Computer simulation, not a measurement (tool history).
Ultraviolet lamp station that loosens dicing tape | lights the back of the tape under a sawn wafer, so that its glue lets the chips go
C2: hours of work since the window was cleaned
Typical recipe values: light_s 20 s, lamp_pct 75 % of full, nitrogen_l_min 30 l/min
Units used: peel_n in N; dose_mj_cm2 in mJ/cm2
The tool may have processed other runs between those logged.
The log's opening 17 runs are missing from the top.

run 18 hour=375.4 | light_s=20 lamp_pct=74 nitrogen_l_min=30 | hours_of_work_of_the_lamp=657 C2=61 | peel_n=0.385 dose_mj_cm2=363
-- hour=392.5 window cleaned of glue's vapour, once more
run 19 hour=396.6 | light_s=20 lamp_pct=72 nitrogen_l_min=30 | hours_of_work_of_the_lamp=671 C2=3 | peel_n=0.332 dose_mj_cm2=389
run 20 hour=417.9 | light_s=20 lamp_pct=75 nitrogen_l_min=30 | hours_of_work_of_the_lamp=686 C2=18 | peel_n=0.304 dose_mj_cm2=399
run 21 hour=434.9 | light_s=20 lamp_pct=75 nitrogen_l_min=26 | hours_of_work_of_the_lamp=698 C2=29 | peel_n=0.354 dose_mj_cm2=401
run 22 hour=463.1 | light_s=20 lamp_pct=75 nitrogen_l_min=26 | hours_of_work_of_the_lamp=718 C2=49 | peel_n=0.352 dose_mj_cm2=392
run 23 hour=478.0 | light_s=10 lamp_pct=75 nitrogen_l_min=12 | hours_of_work_of_the_lamp=728 C2=59 | peel_n=1.837 dose_mj_cm2=197
run 24 hour=505.8 | light_s=14 lamp_pct=70 nitrogen_l_min=12 | hours_of_work_of_the_lamp=747 C2=79 | peel_n=1.386 dose_mj_cm2=258
run 25 hour=517.8 | light_s=14 lamp_pct=70 nitrogen_l_min=12 | hours_of_work_of_the_lamp=756 C2=87 | peel_n=1.331 dose_mj_cm2=251
run 26 hour=536.8 | light_s=18 lamp_pct=70 nitrogen_l_min=14 | hours_of_work_of_the_lamp=769 C2=100 | peel_n=0.825 dose_mj_cm2=326
run 27 hour=549.3 | light_s=20 lamp_pct=87 nitrogen_l_min=30 | hours_of_work_of_the_lamp=777 C2=109 | peel_n=0.263 dose_mj_cm2=447
run 28 hour=563.3 | light_s=17 lamp_pct=87 nitrogen_l_min=30 | hours_of_work_of_the_lamp=787 C2=119 | peel_n=0.359 dose_mj_cm2=376
run 29 hour=587.9 | light_s=22 lamp_pct=77 nitrogen_l_min=52 | hours_of_work_of_the_lamp=804 C2=136 | peel_n=0.206 dose_mj_cm2=426
run 30 hour=611.3 | light_s=18 lamp_pct=61 nitrogen_l_min=30 | hours_of_work_of_the_lamp=820 C2=152 | peel_n=0.639 dose_mj_cm2=271
run 31 hour=636.9 | light_s=13 lamp_pct=88 nitrogen_l_min=11 | hours_of_work_of_the_lamp=838 C2=170 | peel_n=1.222 dose_mj_cm2=284
run 32 hour=659.4 | light_s=13 lamp_pct=88 nitrogen_l_min=11 | hours_of_work_of_the_lamp=854 C2=185 | peel_n=1.260 dose_mj_cm2=283
run 33 hour=687.2 | light_s=20 lamp_pct=88 nitrogen_l_min=9 | hours_of_work_of_the_lamp=873 C2=205 | peel_n=0.681 dose_mj_cm2=432
run 34 hour=699.5 | light_s=20 lamp_pct=88 nitrogen_l_min=9 | hours_of_work_of_the_lamp=882 C2=213 | peel_n=0.682 dose_mj_cm2=428
run 35 hour=726.0 | light_s=20 lamp_pct=88 nitrogen_l_min=9 | hours_of_work_of_the_lamp=900 C2=232 | peel_n=0.694 dose_mj_cm2=425
run 36 hour=740.9 | light_s=26 lamp_pct=73 nitrogen_l_min=27 | hours_of_work_of_the_lamp=910 C2=242 | peel_n=0.262 dose_mj_cm2=454
run 37 hour=753.2 | light_s=23 lamp_pct=80 nitrogen_l_min=15 | hours_of_work_of_the_lamp=919 C2=250 | peel_n=0.438 dose_mj_cm2=437
run 38 hour=770.1 | light_s=27 lamp_pct=75 nitrogen_l_min=14 | hours_of_work_of_the_lamp=931 C2=262 | peel_n=0.401 dose_mj_cm2=485
run 39 hour=786.6 | light_s=24 lamp_pct=72 nitrogen_l_min=29 | hours_of_work_of_the_lamp=942 C2=274 | peel_n=0.300 dose_mj_cm2=411
run 40 hour=799.8 | light_s=40 lamp_pct=95 nitrogen_l_min=40 | hours_of_work_of_the_lamp=951 C2=283 | peel_n=0.153 dose_mj_cm2=892
run 41 hour=822.0 | light_s=29 lamp_pct=95 nitrogen_l_min=24 | hours_of_work_of_the_lamp=967 C2=298 | peel_n=0.191 dose_mj_cm2=647
run 42 hour=850.0 | light_s=12 lamp_pct=86 nitrogen_l_min=19 | hours_of_work_of_the_lamp=986 C2=318 | peel_n=1.129 dose_mj_cm2=240

Each row is a separate what-if for the run after 42, all from the same tool condition, not one after another. Results?
run A hour=878.5 | light_s=26 lamp_pct=73 nitrogen_l_min=32 | hours_of_work_of_the_lamp=1006 C2=337 | peel_n=? dose_mj_cm2=?
run B hour=878.5 | light_s=34 lamp_pct=72 nitrogen_l_min=10 | hours_of_work_of_the_lamp=1006 C2=337 | peel_n=? dose_mj_cm2=?
run C hour=878.5 | light_s=20 lamp_pct=65 nitrogen_l_min=30 | hours_of_work_of_the_lamp=1006 C2=337 | peel_n=? dose_mj_cm2=?
run D hour=878.5 | light_s=12 lamp_pct=86 nitrogen_l_min=23 | hours_of_work_of_the_lamp=1006 C2=337 | peel_n=? dose_mj_cm2=?

run=A peel_n=0.263 dose_mj_cm2=437
run=B peel_n=0.370 dose_mj_cm2=556
run=C peel_n=0.563 dose_mj_cm2=299
run=D peel_n=0.968 dose_mj_cm2=240
Without the tool's hidden state the same runs would have given:
run=A peel_n=0.175 dose_mj_cm2=623
run=B peel_n=0.207 dose_mj_cm2=793
run=C peel_n=0.285 dose_mj_cm2=426
run=D peel_n=0.503 dose_mj_cm2=340
